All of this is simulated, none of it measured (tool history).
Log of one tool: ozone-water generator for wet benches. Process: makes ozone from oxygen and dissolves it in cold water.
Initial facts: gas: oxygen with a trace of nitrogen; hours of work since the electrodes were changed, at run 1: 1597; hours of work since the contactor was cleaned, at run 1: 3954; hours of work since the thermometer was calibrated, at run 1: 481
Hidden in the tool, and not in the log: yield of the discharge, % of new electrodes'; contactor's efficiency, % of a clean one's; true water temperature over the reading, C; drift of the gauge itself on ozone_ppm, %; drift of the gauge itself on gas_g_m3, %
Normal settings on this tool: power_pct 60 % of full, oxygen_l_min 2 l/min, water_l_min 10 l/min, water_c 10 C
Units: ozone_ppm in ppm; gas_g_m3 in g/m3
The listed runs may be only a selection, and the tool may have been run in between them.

run,hour,power_pct,oxygen_l_min,water_l_min,water_c,hours of work since the electrodes were changed,hours of work since the contactor was cleaned,hours of work since the thermometer was calibrated,ozone_ppm,gas_g_m3
1,0,60,2,10,10,1597,3954,481,18.2,201
2,46.4,60,2,10,10,1643,4000,527,18,202.5
3,88,60,2,10,10,1684,4041,568,18.3,199.4
4,115.3,60,2,10,10,1711,4068,595,17.7,200.7
5,142.9,48,2,10,10,1738,4095,622,14.8,164.2
6,187.1,48,2,10,10,1782,4139,666,14.7,164.4
7,220.3,48,2,10,10,1815,4172,699,14.8,165.4
8,267.5,60,2,10,10,1862,4218,746,17.7,200.2
9,307.1,60,2,10,10,1901,4258,785,18.1,200.2
10,333.5,60,2,10,10,1927,4284,811,18.1,199.2
11,363.2,94,2,10,10,1956,4313,840,26.8,294.4
# hour 384.6: contactor cleaned
12,404.3,94,2,10,10,1993,20,877,27.1,294.2
13,454.6,94,2,10,10,2043,69,927,27.2,295.8
14,496.7,94,2,10,10,2085,111,969,27.2,293.2
15,538.1,60,2,10,10,2126,152,1009,18.7,200.1
16,566.6,60,2,10,10,2154,180,1038,18.6,197.6
17,590,60,2,16,10,2177,203,1061,11.2,200
18,627.8,60,2.76,6,10,2214,241,1098,29.6,171.3
19,670.3,60,2.76,7,14,2257,283,1140,25.2,174.1
20,697.2,60,1.69,10,6,2283,309,1167,18.1,212
21,731.8,60,2,10,5,2317,344,1201,19.4,198.2
22,758.6,97,1.61,6,10,2344,370,1228,42.7,327.4
23,815.2,97,1.61,6,10,2400,426,1284,42.3,328.5
24,849.7,96,1.61,6,10,2434,460,1318,41.4,325.7
25,874.2,57,1.23,14,12,2458,485,1342,10.2,230.2
26,919.1,57,3.55,10,12,2503,529,1387,19.1,151
27,964.8,56,2,10,18,2548,574,1432,15.6,187
28,1019.2,56,2,10,18,2602,628,1486,15.6,183.8
29,1050.3,60,1.7,10,10,2633,659,1516,17.4,211.4
30,1077.5,63,2.63,7,10,2660,686,1543,27.5,185.5
31,1107.1,60,2,7,6,2689,715,1573,26.4,196.1

Branching from run 31: 3 alternative next runs. What would each branch give?
A,1161,60,2,7,6,2742,769,1626,?,?
B,1161,52,2,15,8,2742,769,1626,?,?
C,1161,84,2,10,10,2742,769,1626,?,?

run,ozone_ppm,gas_g_m3
A,26.5,197.7
B,10.6,175.4
C,24.5,260.7
With no hidden state in the tool, these same runs would have given:
run,ozone_ppm,gas_g_m3
A,28.1,208.4
B,11.2,183.5
C,26.4,279.9

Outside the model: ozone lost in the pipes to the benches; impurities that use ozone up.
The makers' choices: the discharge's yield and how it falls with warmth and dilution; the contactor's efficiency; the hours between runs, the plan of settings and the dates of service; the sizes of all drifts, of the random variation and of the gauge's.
